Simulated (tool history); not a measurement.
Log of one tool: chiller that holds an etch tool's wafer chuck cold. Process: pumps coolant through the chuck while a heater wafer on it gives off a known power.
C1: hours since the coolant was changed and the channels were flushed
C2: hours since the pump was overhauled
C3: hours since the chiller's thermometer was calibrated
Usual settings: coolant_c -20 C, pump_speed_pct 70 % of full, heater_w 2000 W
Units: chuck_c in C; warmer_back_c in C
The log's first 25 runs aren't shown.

Run 26, hour 2352.0: usual settings but pump_speed_pct 66 % of full, heater_w 2565 W; C1 1476; C2 4709; C3 3095. Result: chuck_c 25.4 C, warmer_back_c 12.74 C.
Run 27, hour 2403.3: usual settings but pump_speed_pct 62 % of full, heater_w 2565 W; C1 1527; C2 4761; C3 3147. Result: chuck_c 28.1 C, warmer_back_c 13.58 C.
At hour 2416.7: coolant pump overhauled.
At hour 2483.9: chiller's thermometer calibrated.
Run 28, hour 2491.5: usual settings but pump_speed_pct 98 % of full, heater_w 1210 W; C1 1609; C2 74; C3 8. Result: chuck_c -6.3 C, warmer_back_c 3.24 C.
Run 29, hour 2557.7: usual settings but pump_speed_pct 89 % of full, heater_w 2975 W; C1 1676; C2 140; C3 74. Result: chuck_c 16.5 C, warmer_back_c 8.94 C.
Run 30, hour 2675.7: usual settings but coolant_c -28 C, pump_speed_pct 71 % of full; C1 1794; C2 258; C3 192. Result: chuck_c 1.6 C, warmer_back_c 7.62 C.
Run 31, hour 2791.5: usual settings but coolant_c -11 C, pump_speed_pct 84 % of full, heater_w 2475 W; C1 1909; C2 374; C3 308. Result: chuck_c 21.3 C, warmer_back_c 7.89 C.
Run 32, hour 2903.1: usual settings; C1 2021; C2 485; C3 419. Result: chuck_c 10.5 C, warmer_back_c 7.76 C.
Run 33, hour 3011.2: usual settings but pump_speed_pct 64 % of full, heater_w 1368 W; C1 2129; C2 594; C3 527. Result: chuck_c 2.6 C, warmer_back_c 5.92 C.

Forecast each of these 3 alternatives for the next run:
Run A, hour 3123.8: usual settings but coolant_c -25 C, pump_speed_pct 63 % of full, heater_w 1033 W; C1 2242; C2 706; C3 640. Result: chuck_c ?, warmer_back_c ?.
Run B, hour 3123.8: usual settings but coolant_c -19 C, pump_speed_pct 77 % of full, heater_w 2199 W; C1 2242; C2 706; C3 640. Result: chuck_c ?, warmer_back_c ?.
Run C, hour 3123.8: usual settings but coolant_c -17 C, pump_speed_pct 64 % of full, heater_w 1652 W; C1 2242; C2 706; C3 640. Result: chuck_c ?, warmer_back_c ?.

run  chuck_c  warmer_back_c
  A     -7.4           4.53
  B     12.6           7.93
  C     10.5           7.18
Without the tool's hidden state the same runs would have given:
run  chuck_c  warmer_back_c
  A     -9.8           4.38
  B      8.2           7.66
  C      6.7           6.94
